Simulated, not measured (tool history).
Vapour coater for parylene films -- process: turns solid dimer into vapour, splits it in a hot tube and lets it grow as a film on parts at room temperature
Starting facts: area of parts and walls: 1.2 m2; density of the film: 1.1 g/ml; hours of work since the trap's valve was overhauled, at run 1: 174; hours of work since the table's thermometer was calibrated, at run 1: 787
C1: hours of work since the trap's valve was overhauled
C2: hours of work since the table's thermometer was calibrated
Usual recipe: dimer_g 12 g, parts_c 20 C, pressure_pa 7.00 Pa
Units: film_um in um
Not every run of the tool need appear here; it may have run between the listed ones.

Run 1, hour 0.0: usual settings; C1 174; C2 787. Result: film_um 4.60 um.
Run 2, hour 28.7: usual settings but dimer_g 7 g; C1 197; C2 811. Result: film_um 2.70 um.
Run 3, hour 71.0: usual settings; C1 231; C2 845. Result: film_um 4.49 um.
At hour 96.5: trap's valve overhauled.
Run 4, hour 101.0: usual settings; C1 4; C2 866. Result: film_um 4.42 um.
Run 5, hour 132.2: usual settings but pressure_pa 3.63 Pa; C1 29; C2 891. Result: film_um 4.67 um.
Run 6, hour 165.4: usual settings; C1 56; C2 918. Result: film_um 4.36 um.
Run 7, hour 196.8: usual settings but pressure_pa 4.81 Pa; C1 82; C2 944. Result: film_um 4.52 um.
Run 8, hour 237.9: usual settings but pressure_pa 9.69 Pa; C1 115; C2 977. Result: film_um 4.20 um.
Run 9, hour 282.2: usual settings; C1 151; C2 1013. Result: film_um 4.28 um.
At hour 325.3: trap's valve overhauled, once more.
Run 10, hour 326.1: usual settings; C1 1; C2 1046. Result: film_um 4.90 um.
Run 11, hour 361.4: usual settings; C1 29; C2 1074. Result: film_um 4.91 um.
Run 12, hour 392.1: usual settings; C1 54; C2 1099. Result: film_um 4.89 um.
Run 13, hour 419.6: usual settings; C1 77; C2 1122. Result: film_um 4.79 um.
Run 14, hour 464.2: usual settings; C1 113; C2 1158. Result: film_um 4.80 um.
Run 15, hour 501.6: usual settings; C1 143; C2 1188. Result: film_um 4.74 um.
Run 16, hour 527.5: usual settings but pressure_pa 2.98 Pa; C1 164; C2 1209. Result: film_um 5.07 um.
Run 17, hour 551.9: usual settings but dimer_g 19 g, pressure_pa 2.98 Pa; C1 184; C2 1229. Result: film_um 7.97 um.
Run 18, hour 580.4: usual settings but dimer_g 17 g; C1 207; C2 1252. Result: film_um 6.66 um.
Run 19, hour 605.8: usual settings but dimer_g 17 g; C1 228; C2 1273. Result: film_um 6.55 um.
Run 20, hour 629.6: usual settings but dimer_g 17 g; C1 247; C2 1292. Result: film_um 6.51 um.
At hour 636.5: trap's valve overhauled.
Run 21, hour 673.8: usual settings but dimer_g 6 g; C1 30; C2 1325. Result: film_um 2.49 um.
Run 22, hour 704.0: usual settings but dimer_g 6 g; C1 55; C2 1349. Result: film_um 2.46 um.
At hour 711.5: table's thermometer calibrated.
Run 23, hour 728.6: usual settings but pressure_pa 3.95 Pa; C1 74; C2 14. Result: film_um 4.97 um.
Run 24, hour 759.4: usual settings but pressure_pa 3.95 Pa; C1 99; C2 39. Result: film_um 4.92 um.
Run 25, hour 781.7: usual settings but pressure_pa 3.95 Pa; C1 117; C2 57. Result: film_um 4.82 um.
Run 26, hour 816.6: usual settings but pressure_pa 3.95 Pa; C1 145; C2 85. Result: film_um 4.82 um.
Run 27, hour 837.2: usual settings but dimer_g 6 g, parts_c 29 C, pressure_pa 6.09 Pa; C1 162; C2 102. Result: film_um 1.69 um.
Run 28, hour 862.1: usual settings but dimer_g 10 g, parts_c 14 C; C1 182; C2 122. Result: film_um 4.62 um.
Run 29, hour 885.1: usual settings but pressure_pa 10.55 Pa; C1 201; C2 141. Result: film_um 4.29 um.
Run 30, hour 914.6: usual settings but dimer_g 21 g, parts_c 21 C, pressure_pa 2.08 Pa; C1 225; C2 165. Result: film_um 8.45 um.
Run 31, hour 940.5: usual settings but dimer_g 21 g, parts_c 15 C, pressure_pa 5.55 Pa; C1 246; C2 186. Result: film_um 9.42 um.
At hour 948.4: trap's valve overhauled.
Run 32, hour 973.9: usual settings but dimer_g 19 g, parts_c 26 C, pressure_pa 6.33 Pa; C1 21; C2 210. Result: film_um 6.26 um.
Run 33, hour 1017.3: usual settings but dimer_g 10 g, parts_c 31 C; C1 56; C2 245. Result: film_um 2.71 um.
Run 34, hour 1059.0: usual settings but dimer_g 21 g; C1 90; C2 279. Result: film_um 8.29 um.
Run 35, hour 1078.5: usual settings but dimer_g 17 g, parts_c 21 C, pressure_pa 3.60 Pa; C1 106; C2 295. Result: film_um 6.78 um.
Run 36, hour 1122.7: usual settings but dimer_g 8 g, parts_c 27 C; C1 142; C2 331. Result: film_um 2.48 um.
Run 37, hour 1152.8: usual settings but dimer_g 8 g, parts_c 27 C; C1 166; C2 355. Result: film_um 2.40 um.
Run 38, hour 1192.9: usual settings but parts_c 18 C; C1 199; C2 388. Result: film_um 4.86 um.
Run 39, hour 1235.6: usual settings but dimer_g 13 g, parts_c 19 C, pressure_pa 8.82 Pa; C1 233; C2 422. Result: film_um 4.90 um.
At hour 1259.9: trap's valve overhauled.
Run 40, hour 1268.1: usual settings but dimer_g 13 g, parts_c 19 C, pressure_pa 11.64 Pa; C1 7; C2 446. Result: film_um 5.22 um.
Run 41, hour 1306.2: usual settings but dimer_g 7 g, parts_c 19 C, pressure_pa 6.06 Pa; C1 38; C2 477. Result: film_um 2.95 um.
Run 42, hour 1334.7: usual settings but dimer_g 9 g, parts_c 30 C, pressure_pa 6.06 Pa; C1 61; C2 500. Result: film_um 2.59 um.
Run 43, hour 1372.4: usual settings but dimer_g 9 g, parts_c 30 C, pressure_pa 6.06 Pa; C1 91; C2 530. Result: film_um 2.56 um.
Run 44, hour 1413.2: usual settings but dimer_g 5 g, parts_c 30 C, pressure_pa 8.54 Pa; C1 125; C2 563. Result: film_um 1.39 um.
Run 45, hour 1440.4: usual settings but parts_c 18 C; C1 147; C2 586. Result: film_um 4.97 um.
Run 46, hour 1476.5: usual settings but dimer_g 8 g, parts_c 18 C, pressure_pa 8.34 Pa; C1 176; C2 615. Result: film_um 3.25 um.

How the hidden state differs across the entries between the runs, from the last listed run before each to the first after it:
Run 3 -> run 4: trap's valve overhauled (hour 96.5)
  vapour lost through the trap's worn valve, %: 8 -> 9.9; true temperature of the parts over the reading, C: -0.7 -> -0.72
  what was measured, less what the result would be without the hidden state, film_um: -0.28 -> -0.37 um
Run 9 -> run 10: trap's valve overhauled, once more (hour 325.3)
  vapour lost through the trap's worn valve, %: 14.8 -> 0.3; true temperature of the parts over the reading, C: -0.85 -> -0.88
  what was measured, less what the result would be without the hidden state, film_um: -0.60 -> +0.13 um
Run 20 -> run 21: trap's valve overhauled (hour 636.5)
  vapour lost through the trap's worn valve, %: 8.4 -> 1.3; true temperature of the parts over the reading, C: -1.1 -> -1.13
  what was measured, less what the result would be without the hidden state, film_um: -0.33 -> +0.06 um
Run 22 -> run 23: table's thermometer calibrated (hour 711.5)
  vapour lost through the trap's worn valve, %: 2.1 -> 2.7; true temperature of the parts over the reading, C: -1.15 -> -0.06
  what was measured, less what the result would be without the hidden state, film_um: +0.05 -> -0.13 um
Run 31 -> run 32: trap's valve overhauled (hour 948.4)
  vapour lost through the trap's worn valve, %: 8.5 -> 1.3; true temperature of the parts over the reading, C: -0.21 -> -0.23
  what was measured, less what the result would be without the hidden state, film_um: -0.79 -> -0.04 um
Run 39 -> run 40: trap's valve overhauled (hour 1259.9)
  vapour lost through the trap's worn valve, %: 8.4 -> 0.6; true temperature of the parts over the reading, C: -0.42 -> -0.44
  what was measured, less what the result would be without the hidden state, film_um: -0.38 -> +0.05 um
